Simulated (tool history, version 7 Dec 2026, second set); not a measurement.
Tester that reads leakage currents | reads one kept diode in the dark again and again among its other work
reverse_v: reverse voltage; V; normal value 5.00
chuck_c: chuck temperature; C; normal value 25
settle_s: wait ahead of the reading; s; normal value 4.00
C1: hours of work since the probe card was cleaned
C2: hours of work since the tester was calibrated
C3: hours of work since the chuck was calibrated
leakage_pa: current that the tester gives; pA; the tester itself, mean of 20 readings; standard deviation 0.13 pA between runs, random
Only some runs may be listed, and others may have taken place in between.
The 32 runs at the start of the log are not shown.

run 33 day=108.162 | reverse_v=1.54 chuck_c=43 settle_s=1.18 | C1=1965 C2=288 C3=177 | leakage_pa=114.50
run 34 day=113.008 | reverse_v=1.54 chuck_c=43 settle_s=1.18 | C1=2052 C2=374 C3=264 | leakage_pa=114.19
run 35 day=115.429 | reverse_v=1.54 chuck_c=43 settle_s=1.18 | C1=2095 C2=418 C3=307 | leakage_pa=113.37
run 36 day=118.721 | reverse_v=1.54 chuck_c=43 settle_s=1.18 | C1=2154 C2=477 C3=366 | leakage_pa=112.31
run 37 day=121.504 | reverse_v=1.16 chuck_c=42 settle_s=2.51 | C1=2204 C2=527 C3=416 | leakage_pa=92.50
run 38 day=124.154 | reverse_v=1.16 chuck_c=42 settle_s=1.54 | C1=2252 C2=574 C3=464 | leakage_pa=92.15
run 39 day=128.300 | reverse_v=6.85 chuck_c=25 settle_s=4.47 | C1=2326 C2=649 C3=538 | leakage_pa=57.45
run 40 day=131.688 | reverse_v=5.00 chuck_c=25 settle_s=0.87 | C1=2387 C2=710 C3=599 | leakage_pa=48.74
run 41 day=134.492 | reverse_v=1.09 chuck_c=22 settle_s=5.90 | C1=2437 C2=760 C3=649 | leakage_pa=18.11

Alternative continuations, all from the tool just after run 41; predict every row:
run A day=138.275 | reverse_v=17.67 chuck_c=24 settle_s=4.85 | C1=2505 C2=828 C3=717 | leakage_pa=?
run B day=138.275 | reverse_v=5.00 chuck_c=25 settle_s=2.01 | C1=2505 C2=828 C3=717 | leakage_pa=?
run C day=138.275 | reverse_v=11.40 chuck_c=49 settle_s=0.95 | C1=2505 C2=828 C3=717 | leakage_pa=?

run=A leakage_pa=98.43
run=B leakage_pa=48.33
run=C leakage_pa=382.84
Stripped of hidden state, with their random variation kept, the same runs would have yielded:
run=A leakage_pa=57.72
run=B leakage_pa=38.97
run=C leakage_pa=383.79

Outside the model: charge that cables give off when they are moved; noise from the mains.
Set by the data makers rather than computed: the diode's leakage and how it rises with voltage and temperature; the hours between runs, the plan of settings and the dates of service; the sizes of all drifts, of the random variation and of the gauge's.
